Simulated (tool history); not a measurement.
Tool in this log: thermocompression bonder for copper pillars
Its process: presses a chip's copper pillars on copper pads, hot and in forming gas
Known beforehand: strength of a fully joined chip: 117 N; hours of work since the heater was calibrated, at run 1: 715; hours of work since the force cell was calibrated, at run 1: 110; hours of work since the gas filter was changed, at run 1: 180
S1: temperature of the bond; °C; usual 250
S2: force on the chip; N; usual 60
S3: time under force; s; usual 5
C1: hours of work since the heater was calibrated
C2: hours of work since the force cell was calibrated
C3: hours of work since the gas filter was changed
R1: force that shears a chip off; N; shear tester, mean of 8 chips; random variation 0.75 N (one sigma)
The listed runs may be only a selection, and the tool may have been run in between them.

Run 1, hour 0.0: usual settings; C1 715; C2 110; C3 180. Result: R1 56.6 N.
Run 2, hour 4.2: usual settings; C1 717; C2 112; C3 182. Result: R1 56.8 N.
Run 3, hour 10.0: usual settings but S1 252 °C; C1 719; C2 115; C3 185. Result: R1 57.6 N.
Run 4, hour 17.5: usual settings but S1 252 °C; C1 723; C2 118; C3 188. Result: R1 56.3 N.
Run 5, hour 23.5: usual settings but S1 272 °C; C1 725; C2 121; C3 191. Result: R1 70.8 N.
Run 6, hour 30.0: usual settings but S1 272 °C; C1 728; C2 124; C3 194. Result: R1 72.2 N.
Run 7, hour 38.8: usual settings but S3 3 s; C1 732; C2 128; C3 198. Result: R1 46.0 N.
Run 8, hour 47.4: usual settings but S3 6 s; C1 736; C2 132; C3 202. Result: R1 59.4 N.
Run 9, hour 52.1: usual settings; C1 738; C2 134; C3 204. Result: R1 54.7 N.
Run 10, hour 56.3: usual settings; C1 740; C2 136; C3 206. Result: R1 56.2 N.
Run 11, hour 64.1: usual settings; C1 744; C2 139; C3 209. Result: R1 55.5 N.
Run 12, hour 69.7: usual settings but S2 67 N; C1 746; C2 141; C3 212. Result: R1 61.2 N.
Run 13, hour 74.8: usual settings but S3 14 s; C1 748; C2 144; C3 214. Result: R1 76.9 N.
Run 14, hour 80.0: usual settings; C1 751; C2 146; C3 216. Result: R1 56.3 N.
Run 15, hour 87.7: usual settings but S1 279 °C; C1 754; C2 150; C3 220. Result: R1 76.3 N.
Run 16, hour 94.1: usual settings but S2 37 N; C1 757; C2 152; C3 222. Result: R1 38.0 N.
Run 17, hour 97.9: usual settings but S2 37 N; C1 759; C2 154; C3 224. Result: R1 37.4 N.
Run 18, hour 103.5: usual settings but S2 37 N; C1 761; C2 157; C3 227. Result: R1 37.8 N.
Run 19, hour 107.8: usual settings but S1 252 °C, S2 58 N, S3 7 s; C1 763; C2 159; C3 229. Result: R1 62.6 N.
Run 20, hour 113.3: usual settings but S3 4 s; C1 766; C2 161; C3 231. Result: R1 53.2 N.
Run 21, hour 120.4: usual settings but S2 76 N, S3 4 s; C1 769; C2 164; C3 234. Result: R1 61.7 N.
Run 22, hour 126.4: usual settings but S1 273 °C, S2 54 N, S3 6 s; C1 771; C2 167; C3 237. Result: R1 71.2 N.
Run 23, hour 132.9: usual settings but S1 273 °C, S2 57 N, S3 6 s; C1 774; C2 170; C3 240. Result: R1 74.3 N.
Run 24, hour 138.7: usual settings but S1 227 °C, S2 81 N, S3 14 s; C1 777; C2 172; C3 242. Result: R1 71.5 N.
Run 25, hour 145.8: usual settings but S1 252 °C, S3 4 s; C1 780; C2 176; C3 246. Result: R1 52.8 N.
Run 26, hour 150.8: usual settings but S1 252 °C, S3 4 s; C1 782; C2 178; C3 248. Result: R1 53.3 N.
Run 27, hour 158.6: usual settings but S1 234 °C, S2 43 N, S3 10 s; C1 786; C2 181; C3 251. Result: R1 44.2 N.
Run 28, hour 164.8: usual settings but S1 234 °C, S2 43 N, S3 10 s; C1 789; C2 184; C3 254. Result: R1 45.6 N.
Run 29, hour 171.8: usual settings but S1 234 °C, S2 43 N, S3 10 s; C1 792; C2 187; C3 257. Result: R1 44.8 N.
Run 30, hour 179.1: usual settings but S1 230 °C, S2 86 N, S3 3 s; C1 795; C2 190; C3 261. Result: R1 47.2 N.
Run 31, hour 185.9: usual settings but S1 230 °C, S3 10 s; C1 798; C2 194; C3 264. Result: R1 55.6 N.

Below are 4 alternative next runs, each starting from the tool's condition after run 31. Predict each:
Run A, hour 194.3: usual settings but S1 260 °C, S2 56 N; C1 802; C2 197; C3 267. Result: R1 ?.
Run B, hour 194.3: usual settings but S2 47 N; C1 802; C2 197; C3 267. Result: R1 ?.
Run C, hour 194.3: usual settings but S2 49 N; C1 802; C2 197; C3 267. Result: R1 ?.
Run D, hour 194.3: usual settings but S1 234 °C, S3 9 s; C1 802; C2 197; C3 267. Result: R1 ?.

run    R1
  A  60.6
  B  45.7
  C  47.9
  D  56.1
The same runs, with their run-to-run variation unchanged, on a tool lacking any hidden condition would have given:
run    R1
  A  60.8
  B  45.9
  C  48.2
  D  56.4
